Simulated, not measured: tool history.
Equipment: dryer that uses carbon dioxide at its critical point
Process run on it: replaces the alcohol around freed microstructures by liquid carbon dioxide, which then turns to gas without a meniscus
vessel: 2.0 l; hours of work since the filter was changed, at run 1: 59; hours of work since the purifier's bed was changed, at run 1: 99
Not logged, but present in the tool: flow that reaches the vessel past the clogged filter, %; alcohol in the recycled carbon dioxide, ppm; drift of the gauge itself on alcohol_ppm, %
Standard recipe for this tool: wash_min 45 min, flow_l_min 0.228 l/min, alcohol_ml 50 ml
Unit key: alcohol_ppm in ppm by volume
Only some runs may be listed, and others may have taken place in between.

run,hour,wash_min,flow_l_min,alcohol_ml,hours of work since the filter was changed,hours of work since the purifier's bed was changed,alcohol_ppm
1,0.0,45,0.228,50,59,99,239
2,25.8,45,0.228,50,68,108,242
3,41.2,45,0.228,50,73,113,242
4,52.2,45,0.228,50,77,117,233
5,65.9,45,0.153,50,82,122,1014
6,84.2,45,0.153,50,88,128,1024
7,106.9,33,0.228,50,96,136,734
8,124.9,64,0.236,50,102,142,87

The next listed run, before its measurement:
9,144.8,45,0.228,56,109,149,?

Logged for run 9: alcohol_ppm 276 ppm by volume.
On a tool with no hidden condition, and with the same random variation, this run would have come out at alcohol_ppm 187 ppm by volume.
